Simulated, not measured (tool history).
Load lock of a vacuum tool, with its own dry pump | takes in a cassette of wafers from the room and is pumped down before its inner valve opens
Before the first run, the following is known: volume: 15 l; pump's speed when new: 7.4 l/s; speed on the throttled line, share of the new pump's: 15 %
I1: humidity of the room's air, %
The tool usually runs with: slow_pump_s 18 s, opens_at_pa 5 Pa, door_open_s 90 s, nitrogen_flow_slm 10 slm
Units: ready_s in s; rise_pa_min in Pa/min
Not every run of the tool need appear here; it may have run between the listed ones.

{"run": 1, "hour": 0.0, "slow_pump_s": 18, "opens_at_pa": 5, "door_open_s": 90, "nitrogen_flow_slm": 10, "I1": 45, "ready_s": 36.3, "rise_pa_min": 0.097}
{"run": 2, "hour": 46.2, "slow_pump_s": 18, "opens_at_pa": 5, "door_open_s": 90, "nitrogen_flow_slm": 10, "I1": 48.4, "ready_s": 36, "rise_pa_min": 0.105}
{"run": 3, "hour": 122.7, "slow_pump_s": 18, "opens_at_pa": 5, "door_open_s": 90, "nitrogen_flow_slm": 10, "I1": 44.2, "ready_s": 35.9, "rise_pa_min": 0.099}
{"run": 4, "hour": 203.6, "slow_pump_s": 18, "opens_at_pa": 5, "door_open_s": 90, "nitrogen_flow_slm": 10, "I1": 43.3, "ready_s": 36.8, "rise_pa_min": 0.096}
{"run": 5, "hour": 279.3, "slow_pump_s": 18, "opens_at_pa": 5, "door_open_s": 90, "nitrogen_flow_slm": 10, "I1": 44.4, "ready_s": 36.5, "rise_pa_min": 0.096}
{"run": 6, "hour": 323.3, "slow_pump_s": 18, "opens_at_pa": 5, "door_open_s": 90, "nitrogen_flow_slm": 10, "I1": 45.2, "ready_s": 36.8, "rise_pa_min": 0.099}
{"run": 7, "hour": 403.5, "slow_pump_s": 18, "opens_at_pa": 5, "door_open_s": 90, "nitrogen_flow_slm": 10, "I1": 45, "ready_s": 35.8, "rise_pa_min": 0.098}
{"run": 8, "hour": 476.2, "slow_pump_s": 18, "opens_at_pa": 5, "door_open_s": 90, "nitrogen_flow_slm": 10, "I1": 47.6, "ready_s": 36.1, "rise_pa_min": 0.107}
{"run": 9, "hour": 547.1, "slow_pump_s": 18, "opens_at_pa": 5, "door_open_s": 90, "nitrogen_flow_slm": 10, "I1": 45.1, "ready_s": 37.1, "rise_pa_min": 0.101}
{"run": 10, "hour": 585.1, "slow_pump_s": 16, "opens_at_pa": 5, "door_open_s": 90, "nitrogen_flow_slm": 10, "I1": 43.4, "ready_s": 34.9, "rise_pa_min": 0.101}
{"run": 11, "hour": 646.3, "slow_pump_s": 12, "opens_at_pa": 5, "door_open_s": 90, "nitrogen_flow_slm": 10, "I1": 45.4, "ready_s": 31.6, "rise_pa_min": 0.098}
{"run": 12, "hour": 684.3, "slow_pump_s": 12, "opens_at_pa": 5, "door_open_s": 90, "nitrogen_flow_slm": 10, "I1": 46.1, "ready_s": 31.4, "rise_pa_min": 0.102}
{"run": 13, "hour": 756.8, "slow_pump_s": 12, "opens_at_pa": 5, "door_open_s": 90, "nitrogen_flow_slm": 10, "I1": 45.1, "ready_s": 31.2, "rise_pa_min": 0.1}
{"run": 14, "hour": 800.5, "slow_pump_s": 20, "opens_at_pa": 5, "door_open_s": 90, "nitrogen_flow_slm": 10, "I1": 44.2, "ready_s": 38, "rise_pa_min": 0.104}
{"run": 15, "hour": 893.0, "slow_pump_s": 18, "opens_at_pa": 5, "door_open_s": 90, "nitrogen_flow_slm": 10, "I1": 44.4, "ready_s": 36.3, "rise_pa_min": 0.105}
{"run": 16, "hour": 958.0, "slow_pump_s": 18, "opens_at_pa": 5, "door_open_s": 90, "nitrogen_flow_slm": 21, "I1": 45.2, "ready_s": 36.1, "rise_pa_min": 0.082}
{"run": 17, "hour": 1043.2, "slow_pump_s": 24, "opens_at_pa": 5, "door_open_s": 90, "nitrogen_flow_slm": 21, "I1": 46.1, "ready_s": 41.5, "rise_pa_min": 0.086}
{"run": 18, "hour": 1090.1, "slow_pump_s": 24, "opens_at_pa": 5, "door_open_s": 90, "nitrogen_flow_slm": 21, "I1": 47.6, "ready_s": 41.7, "rise_pa_min": 0.093}
{"run": 19, "hour": 1162.4, "slow_pump_s": 18, "opens_at_pa": 4, "door_open_s": 90, "nitrogen_flow_slm": 6, "I1": 46.7, "ready_s": 37.1, "rise_pa_min": 0.115}
{"run": 20, "hour": 1241.6, "slow_pump_s": 18, "opens_at_pa": 4, "door_open_s": 90, "nitrogen_flow_slm": 6, "I1": 40.8, "ready_s": 37.3, "rise_pa_min": 0.098}
{"run": 21, "hour": 1300.0, "slow_pump_s": 18, "opens_at_pa": 9, "door_open_s": 45, "nitrogen_flow_slm": 6, "I1": 46.2, "ready_s": 35, "rise_pa_min": 0.082}
{"run": 22, "hour": 1392.4, "slow_pump_s": 35, "opens_at_pa": 9, "door_open_s": 45, "nitrogen_flow_slm": 20, "I1": 47.7, "ready_s": 48.9, "rise_pa_min": 0.057}
{"run": 23, "hour": 1431.5, "slow_pump_s": 35, "opens_at_pa": 9, "door_open_s": 45, "nitrogen_flow_slm": 20, "I1": 43.3, "ready_s": 49.7, "rise_pa_min": 0.056}
{"run": 24, "hour": 1477.1, "slow_pump_s": 10, "opens_at_pa": 5, "door_open_s": 209, "nitrogen_flow_slm": 10, "I1": 44, "ready_s": 29.3, "rise_pa_min": 0.179}
{"run": 25, "hour": 1538.5, "slow_pump_s": 11, "opens_at_pa": 5, "door_open_s": 90, "nitrogen_flow_slm": 10, "I1": 43.3, "ready_s": 30.7, "rise_pa_min": 0.102}
{"run": 26, "hour": 1578.7, "slow_pump_s": 11, "opens_at_pa": 5, "door_open_s": 90, "nitrogen_flow_slm": 10, "I1": 40.6, "ready_s": 31, "rise_pa_min": 0.096}
{"run": 27, "hour": 1647.1, "slow_pump_s": 11, "opens_at_pa": 5, "door_open_s": 90, "nitrogen_flow_slm": 10, "I1": 42.4, "ready_s": 31.2, "rise_pa_min": 0.1}
{"run": 28, "hour": 1722.9, "slow_pump_s": 14, "opens_at_pa": 5, "door_open_s": 207, "nitrogen_flow_slm": 10, "I1": 46, "ready_s": 33.3, "rise_pa_min": 0.191}
{"run": 29, "hour": 1783.5, "slow_pump_s": 14, "opens_at_pa": 5, "door_open_s": 207, "nitrogen_flow_slm": 10, "I1": 43.8, "ready_s": 33.4, "rise_pa_min": 0.177}
{"run": 30, "hour": 1861.4, "slow_pump_s": 18, "opens_at_pa": 8, "door_open_s": 106, "nitrogen_flow_slm": 44, "I1": 45.5, "ready_s": 35.5, "rise_pa_min": 0.078}
{"run": 31, "hour": 1940.6, "slow_pump_s": 14, "opens_at_pa": 5, "door_open_s": 128, "nitrogen_flow_slm": 12, "I1": 46.7, "ready_s": 33.5, "rise_pa_min": 0.135}
{"run": 32, "hour": 2003.1, "slow_pump_s": 34, "opens_at_pa": 9, "door_open_s": 45, "nitrogen_flow_slm": 12, "I1": 48.6, "ready_s": 48.8, "rise_pa_min": 0.067}
{"run": 33, "hour": 2047.0, "slow_pump_s": 34, "opens_at_pa": 9, "door_open_s": 45, "nitrogen_flow_slm": 12, "I1": 47.3, "ready_s": 48.3, "rise_pa_min": 0.074}
{"run": 34, "hour": 2131.7, "slow_pump_s": 18, "opens_at_pa": 10, "door_open_s": 90, "nitrogen_flow_slm": 41, "I1": 46.9, "ready_s": 35, "rise_pa_min": 0.069}
{"run": 35, "hour": 2185.1, "slow_pump_s": 18, "opens_at_pa": 5, "door_open_s": 69, "nitrogen_flow_slm": 14, "I1": 42.7, "ready_s": 36.3, "rise_pa_min": 0.081}
{"run": 36, "hour": 2230.2, "slow_pump_s": 18, "opens_at_pa": 5, "door_open_s": 69, "nitrogen_flow_slm": 14, "I1": 47.5, "ready_s": 36.6, "rise_pa_min": 0.09}

Below, some changes in ready_s between adjacent runs. For each, the amount present without the hidden state too (settings, incoming material, random variation) and the amount remaining for the hidden state with gauge scatter not shared by both compared results:
Unlogged tool condition in this case: pump's speed, % of a new pump's; leak at the door's seal, Pa l/s; drift of the gauge itself on ready_s, %; drift of the gauge itself on rise_pa_min, %.
Run 16 -> 17: slow_pump_s 18 -> 24. ready_s +5.4 s: hidden state -0.2, all else +5.6.
Run 21 -> 22: slow_pump_s 18 -> 35, nitrogen_flow_slm 6 -> 20. ready_s +13.9 s: hidden state -0.1, all else +14.
Run 23 -> 24: slow_pump_s 35 -> 10, opens_at_pa 9 -> 5, door_open_s 45 -> 209, nitrogen_flow_slm 20 -> 10. ready_s -20.4 s: hidden state +0.3, all else -20.7.
Run 31 -> 32: slow_pump_s 14 -> 34, opens_at_pa 5 -> 9, door_open_s 128 -> 45. ready_s +15.3 s: hidden state -0.2, all else +15.5.
